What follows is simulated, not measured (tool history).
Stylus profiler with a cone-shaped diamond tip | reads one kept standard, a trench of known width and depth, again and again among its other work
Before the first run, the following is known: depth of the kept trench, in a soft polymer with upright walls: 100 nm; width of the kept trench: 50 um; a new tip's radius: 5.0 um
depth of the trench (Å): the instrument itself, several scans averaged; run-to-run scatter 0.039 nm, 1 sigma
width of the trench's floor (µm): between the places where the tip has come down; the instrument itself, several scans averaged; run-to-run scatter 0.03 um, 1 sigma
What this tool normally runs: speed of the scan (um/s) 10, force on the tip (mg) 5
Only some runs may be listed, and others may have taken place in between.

run   hour  speed of the scan (um/s)  force on the tip (mg)  depth of the trench (Å)  width of the trench's floor (µm)
  1      0                        10                      5                   1009.8                             47.96
  2     68                        10                   8.66                   1013.7                             47.89
  3  127.3                        10                      5                   1009.4                             47.93
  4  199.5                        10                   1.68                   1004.4                              47.9
  5  238.4                        10                  10.92                   1016.2                             47.98
  6  308.6                        10                      5                   1009.5                             47.88
  7  369.5                        10                      5                   1009.7                             47.91
  8  409.4                        10                      5                   1008.6                             47.86
  9  443.5                         4                   5.28                   1009.4                              47.9
 10  505.9                        25                   1.83                   1003.9                             47.78
 11  573.8                        25                   1.83                   1003.6                             47.73
 12  631.3                        25                   1.83                   1003.4                             47.72
 13  692.9                        25                   1.83                   1003.2                             47.76
 14  739.7                        27                   1.83                   1003.6                             47.71
 15  778.9                        10                   2.59                   1005.2                             47.74

Below are 5 alternative next runs, each starting from the tool's condition after run 15. Predict each:
  A  820.8                        14                   1.86                        ?                                 ?
  B  820.8                        32                   2.88                        ?                                 ?
  C  820.8                        29                   9.33                        ?                                 ?
  D  820.8                        10                   6.04                        ?                                 ?
  E  820.8                         7                   4.55                        ?                                 ?

run  depth of the trench (Å)  width of the trench's floor (µm)
  A                   1004.3                             47.74
  B                   1005.3                             47.74
  C                   1012.4                             47.72
  D                   1009.4                             47.84
  E                   1007.5                             47.78
The same runs, with their run-to-run variation unchanged, on a tool lacking any hidden condition would have given:
run  depth of the trench (Å)  width of the trench's floor (µm)
  A                     1006                             47.92
  B                     1007                             47.92
  C                   1014.1                              47.9
  D                   1011.1                             48.03
  E                   1009.3                             47.96

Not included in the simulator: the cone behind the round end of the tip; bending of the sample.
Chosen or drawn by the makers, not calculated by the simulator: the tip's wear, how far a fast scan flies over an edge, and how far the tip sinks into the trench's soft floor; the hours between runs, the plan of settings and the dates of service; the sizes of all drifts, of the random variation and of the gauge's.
